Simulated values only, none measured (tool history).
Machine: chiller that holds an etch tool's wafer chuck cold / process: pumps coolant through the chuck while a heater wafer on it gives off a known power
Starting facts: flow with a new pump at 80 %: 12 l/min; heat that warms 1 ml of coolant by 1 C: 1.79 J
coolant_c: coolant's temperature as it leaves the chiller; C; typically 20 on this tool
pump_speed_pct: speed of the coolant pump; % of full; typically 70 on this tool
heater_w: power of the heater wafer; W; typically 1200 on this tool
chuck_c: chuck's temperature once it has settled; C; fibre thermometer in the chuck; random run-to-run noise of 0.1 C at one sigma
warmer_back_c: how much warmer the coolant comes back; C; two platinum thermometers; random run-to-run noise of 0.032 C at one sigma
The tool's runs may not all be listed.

run	hour	coolant_c	pump_speed_pct	heater_w	chuck_c	warmer_back_c
1	0.0	20	70	1200	33.8	3.79
2	145.8	20	70	1200	33.6	3.82
3	292.6	20	70	1200	33.6	3.85
4	379.9	20	70	1200	33.8	3.89
5	473.6	20	70	1200	33.5	3.90
6	570.6	20	70	1200	33.7	3.83
7	635.7	20	70	1661	39.1	5.40
8	723.3	20	70	1661	38.9	5.35
9	845.9	20	70	1661	38.9	5.35
10	952.8	20	70	637	27.3	2.12
11	1036.0	20	70	1200	33.8	3.86
12	1142.9	20	96	1200	30.6	2.96
13	1209.0	20	70	1430	36.3	4.64
14	1305.2	20	70	1430	36.3	4.64
15	1409.7	20	70	1430	36.4	4.70
16	1528.5	20	70	1430	36.3	4.72
17	1597.5	20	89	1430	33.6	3.78
18	1665.0	20	89	1430	33.5	3.73
19	1730.6	18	89	958	26.9	2.56
20	1879.0	20	65	663	28.1	2.41
21	1946.4	28	65	927	39.3	3.37
22	2093.1	16	70	1200	29.4	4.02
23	2219.7	13	60	1200	28.3	4.60
24	2313.5	10	73	1200	23.3	3.79
25	2388.6	10	73	630	16.8	2.10
26	2499.1	10	73	630	17.0	2.19
27	2568.7	10	97	1469	23.0	3.65
28	2665.2	10	97	1469	22.9	3.63
29	2813.3	18	98	1272	29.2	3.10
30	2954.8	11	86	922	19.9	2.66
31	3040.2	11	86	922	20.2	2.71

Missing from the log above: 4 entries noted between runs. For each, name the pair of listed runs it sits between and say how the tool's hidden condition differs from the listed run just before to the listed run just after:
Between runs 2 and 3: chiller's thermometer calibrated (hour 285.5)
  drift of the gauge itself on warmer_back_c, C: 0.01 -> 0.03
  measured minus no-state result, warmer_back_c: +0.02 -> +0.04 C
Between runs 4 and 5: coolant changed, channels flushed (hour 435.5)
  heat passed by the chuck's channels, % of clean ones': 99.8 -> 100; drift of the gauge itself on warmer_back_c, C: 0.03 -> 0.04
  measured minus no-state result, warmer_back_c: +0.04 -> +0.05 C
Between runs 25 and 26: chiller's thermometer calibrated (hour 2400.7)
  drift of the gauge itself on warmer_back_c, C: 0.22 -> 0.23
  measured minus no-state result, warmer_back_c: +0.22 -> +0.23 C
Between runs 28 and 29: coolant pump overhauled (hour 2750.8)
  flow at a given pump speed, % of a new pump's: 99.7 -> 100; drift of the gauge itself on warmer_back_c, C: 0.24 -> 0.26
  measured minus no-state result, warmer_back_c: +0.25 -> +0.25 C
